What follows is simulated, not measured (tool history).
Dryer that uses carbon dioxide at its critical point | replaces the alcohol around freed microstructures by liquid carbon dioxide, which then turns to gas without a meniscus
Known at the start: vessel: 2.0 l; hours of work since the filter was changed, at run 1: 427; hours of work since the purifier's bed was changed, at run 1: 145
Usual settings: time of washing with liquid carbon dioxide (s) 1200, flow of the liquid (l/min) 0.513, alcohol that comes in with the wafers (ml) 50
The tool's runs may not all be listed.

| run | day | time of washing with liquid carbon dioxide (s) | flow of the liquid (l/min) | alcohol that comes in with the wafers (ml) | hours of work since the filter was changed | hours of work since the purifier's bed was changed | alcohol left in the vessel before it's heated (ppm by volume) |
|---|---|---|---|---|---|---|---|
| 1 | 0.000 | 1200 | 0.513 | 50 | 427 | 145 | 999 |
| 2 | 0.258 | 1200 | 0.513 | 95 | 430 | 148 | 1887 |
| 3 | 0.675 | 1200 | 0.763 | 95 | 435 | 152 | 349 |
| 4 | 1.117 | 1200 | 0.763 | 95 | 440 | 157 | 351 |
| 5 | 1.383 | 1200 | 0.513 | 42 | 443 | 160 | 845 |
| 6 | 1.683 | 1200 | 0.513 | 84 | 446 | 164 | 1659 |
| 7 | 1.900 | 1200 | 0.513 | 84 | 449 | 166 | 1663 |
| 8 | 2.388 | 1020 | 0.513 | 84 | 454 | 172 | 2777 |
| 9 | 2.662 | 1200 | 0.540 | 50 | 457 | 175 | 844 |
| 10 | 3.025 | 1920 | 0.540 | 50 | 461 | 179 | 136 |
| 11 | 3.500 | 1920 | 0.540 | 50 | 467 | 185 | 132 |
| 12 | 3.800 | 1920 | 0.540 | 50 | 470 | 188 | 133 |
| 13 | 4.046 | 1920 | 0.540 | 50 | 473 | 191 | 136 |
| 14 | 4.517 | 1200 | 0.513 | 50 | 478 | 196 | 1043 |
| 15 | 5.017 | 1200 | 0.513 | 50 | 484 | 202 | 1046 |
| 16 | 5.488 | 1200 | 0.513 | 50 | 490 | 207 | 1072 |
| 17 | 5.988 | 1200 | 0.513 | 50 | 495 | 213 | 1028 |
| 18 | 6.288 | 1140 | 0.343 | 31 | 499 | 216 | 2204 |
| 19 | 6.575 | 1140 | 0.343 | 31 | 502 | 220 | 2182 |
| 20 | 6.825 | 1200 | 0.403 | 50 | 505 | 223 | 2242 |
| 21 | 7.129 | 1200 | 0.403 | 69 | 508 | 226 | 2937 |
| 22 | 7.338 | 720 | 0.354 | 41 | 511 | 228 | 5740 |
| 23 | 7.692 | 1320 | 0.513 | 50 | 515 | 233 | 800 |
| 24 | 7.900 | 1620 | 0.331 | 102 | 517 | 235 | 3591 |
| 25 | 8.150 | 1620 | 0.331 | 102 | 520 | 238 | 3591 |
| 26 | 8.408 | 1620 | 0.331 | 102 | 523 | 241 | 3548 |
| 27 | 8.792 | 1200 | 0.342 | 56 | 527 | 245 | 3689 |
| 28 | 9.004 | 780 | 0.418 | 119 | 530 | 248 | 11598 |
| 29 | 9.229 | 1020 | 0.424 | 119 | 532 | 250 | 6750 |
| 30 | 9.462 | 1200 | 0.424 | 119 | 535 | 253 | 4659 |
|  | 9.725 | inlet filter changed |
| 31 | 9.725 | 1260 | 0.513 | 64 | 0 | 255 | 746 |
| 32 | 9.958 | 1500 | 0.372 | 63 | 3 | 258 | 1342 |
| 33 | 10.192 | 1620 | 0.773 | 63 | 5 | 261 | 46 |
| 34 | 10.412 | 1620 | 0.773 | 63 | 8 | 263 | 50 |

How the hidden state differs across the entries between the runs, from the last listed run before each to the first after it:
Between runs 30 and 31: inlet filter changed (day 9.725)
  flow that reaches the vessel past the clogged filter, %: 86.6 -> 99.4; alcohol in the recycled carbon dioxide, ppm: 28.4 -> 28.6
  measured less the result without the state, alcohol left in the vessel before it's heated (ppm by volume): +1542 -> +40
